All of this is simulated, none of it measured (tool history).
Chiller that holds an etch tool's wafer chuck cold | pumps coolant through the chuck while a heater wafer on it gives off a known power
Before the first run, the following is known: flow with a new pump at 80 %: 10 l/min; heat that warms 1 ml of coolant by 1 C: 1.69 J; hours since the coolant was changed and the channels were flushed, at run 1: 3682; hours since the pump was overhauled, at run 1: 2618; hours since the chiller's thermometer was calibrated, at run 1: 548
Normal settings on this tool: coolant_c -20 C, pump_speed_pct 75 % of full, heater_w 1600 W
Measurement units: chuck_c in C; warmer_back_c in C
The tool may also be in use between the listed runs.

run,day,coolant_c,pump_speed_pct,heater_w,hours since the coolant was changed and the channels were flushed,hours since the pump was overhauled,hours since the chiller's thermometer was calibrated,chuck_c,warmer_back_c
1,0,-20,75,1600,3682,2618,548,-0.3,6.08
2,1.412,-20,75,936,3716,2652,582,-8.6,3.52
3,4.304,-20,75,936,3786,2721,651,-8.6,3.54
4,6.212,-20,75,936,3831,2767,697,-8.4,3.49
5,8.171,-20,75,936,3878,2814,744,-8.4,3.51
6,10.2,-20,75,1600,3927,2863,792,-0.3,5.99
7,13.158,-20,71,1600,3998,2934,864,0.3,6.36
8,14.446,-20,71,1600,4029,2965,894,0.5,6.33
9,15.842,-22,75,1600,4063,2998,928,-2.3,5.99
10,18.233,-22,75,1600,4120,3056,985,-2.4,5.99
11,20.946,-20,75,1600,4185,3121,1050,-0.3,5.94
12,23.396,-20,74,1600,4244,3180,1109,-0.1,6.02
13,25.8,-13,74,1600,4302,3237,1167,6.8,6.02
14,27.317,-13,74,1600,4338,3274,1203,6.8,6.01
15,30.229,-13,74,1600,4408,3344,1273,6.9,5.98
16,31.879,-20,75,1600,4447,3383,1313,-0.4,5.9
17,34.042,-20,75,1597,4499,3435,1365,-0.3,5.88
18,35.354,-20,75,1597,4531,3467,1396,-0.3,5.88
19,38.362,-24,75,1600,4603,3539,1468,-4.1,5.87
20,41.338,-14,93,1600,4674,3610,1540,3,4.63
21,43.967,-18,60,1105,4738,3673,1603,-2.1,5.02
22,45.988,-18,60,1105,4786,3722,1651,-2.3,5.1
23,48.75,-18,60,1105,4852,3788,1718,-2.3,5.05
24,50.496,-20,62,1011,4894,3830,1760,-5.7,4.38
25,52.554,-20,62,1011,4944,3879,1809,-5.8,4.39
26,55.129,-15,62,1145,5005,3941,1871,1.2,5.01
27,56.408,-15,62,1145,5036,3972,1901,1.1,5.02
28,58.1,-13,75,1273,5077,4013,1942,2.6,4.5
29,61.117,-23,75,1273,5149,4085,2014,-7.3,4.52
30,62.821,-23,63,1930,5190,4126,2055,3.8,8.47
31,64.896,-20,75,1416,5240,4176,2105,-2.5,5.02
32,66.333,-29,100,1416,5274,4210,2140,-14.7,3.66

How would selected steps in warmer_back_c from run to run divide? Give the signed amount a tool lacking its hidden state would still show from settings, what came in and random variation, and the signed amount left for the hidden state, including any gauge scatter that is not in both of the compared results.
Hidden conditions of the tool in this case: heat passed by the chuck's channels, % of clean ones'; flow at a given pump speed, % of a new pump's; coolant's true temperature over the reading, C; drift of the gauge itself on chuck_c, C; drift of the gauge itself on warmer_back_c, C.
Run 1 -> 2: heater_w 1600 -> 936. warmer_back_c -2.56 C: hidden state +0, all else -2.56.
Run 2 -> 3: nothing adjusted, nothing logged. warmer_back_c +0.02 C: hidden state -0.03, all else +0.05.
Run 7 -> 8: nothing adjusted, nothing logged. warmer_back_c -0.03 C: hidden state -0.02, all else -0.01.
Run 10 -> 11: coolant_c -22 -> -20. warmer_back_c -0.05 C: hidden state -0.02, all else -0.03.
Run 29 -> 30: pump_speed_pct 75 -> 63, heater_w 1273 -> 1930. warmer_back_c +3.95 C: hidden state +0, all else +3.95.
Run 30 -> 31: coolant_c -23 -> -20, pump_speed_pct 63 -> 75, heater_w 1930 -> 1416. warmer_back_c -3.45 C: hidden state -0.01, all else -3.44.
